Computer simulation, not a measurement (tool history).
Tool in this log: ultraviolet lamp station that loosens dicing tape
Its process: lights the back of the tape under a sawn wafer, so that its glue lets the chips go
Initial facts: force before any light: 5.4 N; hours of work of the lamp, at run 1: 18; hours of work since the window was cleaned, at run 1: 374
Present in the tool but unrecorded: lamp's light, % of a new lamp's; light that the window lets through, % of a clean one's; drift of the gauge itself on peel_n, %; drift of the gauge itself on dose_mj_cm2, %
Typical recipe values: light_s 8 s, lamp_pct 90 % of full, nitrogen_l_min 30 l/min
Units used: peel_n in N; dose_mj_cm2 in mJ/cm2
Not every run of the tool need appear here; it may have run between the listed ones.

run   hour  light_s  lamp_pct  nitrogen_l_min  hours of work of the lamp  hours of work since the window was cleaned  peel_n  dose_mj_cm2
  1    0.0        8        90              30                         18                                         374   0.498          367
  2   13.7        8        90              30                         23                                         380   0.505          370
  3   24.0        8        90              30                         28                                         384   0.488          369
  4   36.5        8        90              30                         33                                         389   0.497          372
  5   44.6        8        90              30                         36                                         393   0.485          373
  6   60.7        8        90              17                         43                                         399   0.753          368
  7   75.0        8        62              17                         49                                         405   1.332          255
  8   84.8        8        62              17                         53                                         409   1.323          255
  9   94.9        8        90              30                         57                                         413   0.508          366
      96.1  -- window cleaned of glue's vapour
 10  107.8       14        64              31                         62                                           5   0.374          436
     121.3  -- window cleaned of glue's vapour, once more
 11  122.6       14        64              31                         68                                           1   0.344          478
 12  131.7       14        64              31                         71                                           4   0.334          471
 13  140.0       14        66              30                         75                                           8   0.336          487
 14  153.2        9        90              12                         80                                          13   0.744          429
 15  169.7        9        90              12                         87                                          20   0.734          430
 16  185.6        8       100              19                         94                                          26   0.561          422
 17  194.8        8       100              19                         97                                          30   0.554          421
 18  210.4        8       100              19                        104                                          37   0.561          417

Consider 5 possible next runs. They are alternatives, not a sequence: every one starts from the tool as it was left by run 18. What does each give?
  A  220.2       10       100              21                        108                                          41       ?            ?
  B  220.2        8        62               9                        108                                          41       ?            ?
  C  220.2        8        98              30                        108                                          41       ?            ?
  D  220.2        8        63              10                        108                                          41       ?            ?
  E  220.2       11        90              30                        108                                          41       ?            ?

run  peel_n  dose_mj_cm2
  A   0.370          516
  B   1.753          261
  C   0.430          409
  D   1.618          266
  E   0.311          515
Had the tool no hidden state, the same runs would have come out as:
run  peel_n  dose_mj_cm2
  A   0.342          547
  B   1.647          276
  C   0.395          434
  D   1.515          281
  E   0.292          545
